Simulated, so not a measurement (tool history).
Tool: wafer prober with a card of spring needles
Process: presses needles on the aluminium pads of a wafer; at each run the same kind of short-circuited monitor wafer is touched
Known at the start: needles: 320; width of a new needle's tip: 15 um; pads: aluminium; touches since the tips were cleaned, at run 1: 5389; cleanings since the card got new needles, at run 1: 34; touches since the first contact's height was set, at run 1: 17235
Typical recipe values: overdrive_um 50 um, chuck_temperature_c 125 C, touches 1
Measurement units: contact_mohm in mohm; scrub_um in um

run	hour	overdrive_um	chuck_temperature_c	touches	touches since the tips were cleaned	cleanings since the card got new needles	touches since the first contact's height was set	contact_mohm	scrub_um
1	0	50	125	1	5389	34	17235	188	11.79
# hour 2.8: tips cleaned on abrasive film
# hour 24: tips cleaned on abrasive film
2	30	50	125	1	1707	36	25724	189	11.78
# hour 46: tips cleaned on abrasive film
3	51.1	50	125	2	1457	37	31693	191	11.8
# hour 67.2: tips cleaned on abrasive film
4	69.6	50	125	1	699	38	36947	189	11.75
# hour 89.5: tips cleaned on abrasive film
5	89.5	59	125	1	0	39	42594	185	13.91
# hour 110.7: tips cleaned on abrasive film
6	112.6	59	125	1	553	40	49144	188	13.87
7	128.2	55	53	1	4997	40	53588	177	12.92
# hour 132.8: tips cleaned on abrasive film
8	143.3	50	40	1	3003	41	57853	171	11.75
# hour 155.8: tips cleaned on abrasive film
# hour 177.2: tips cleaned on abrasive film
9	177.2	47	53	1	0	43	67453	176	11.05
# hour 193.8: height of the first contact set anew
# hour 199.8: tips cleaned on abrasive film
10	207.4	47	36	1	2152	44	3826	173	11.01
# hour 221.7: tips cleaned on abrasive film
11	229.4	34	36	1	2194	45	10060	180	7.96

Below are 4 alternative next runs, each starting from the tool's condition after run 11. Predict each:
# hour 244.7: tips cleaned on abrasive film
A	253.8	61	55	2	2604	46	17000	?	?
# hour 244.7: tips cleaned on abrasive film
B	253.8	53	96	3	2604	46	17000	?	?
# hour 244.7: tips cleaned on abrasive film
C	253.8	61	125	1	2604	46	17000	?	?
# hour 244.7: tips cleaned on abrasive film
D	253.8	68	108	1	2604	46	17000	?	?

run	contact_mohm	scrub_um
A	171	14.29
B	184	12.44
C	186	14.3
D	180	15.93
With the hidden condition removed and each run's random variation left untouched, the same runs would have given:
run	contact_mohm	scrub_um
A	171	14.37
B	183	12.51
C	186	14.38
D	180	16.03
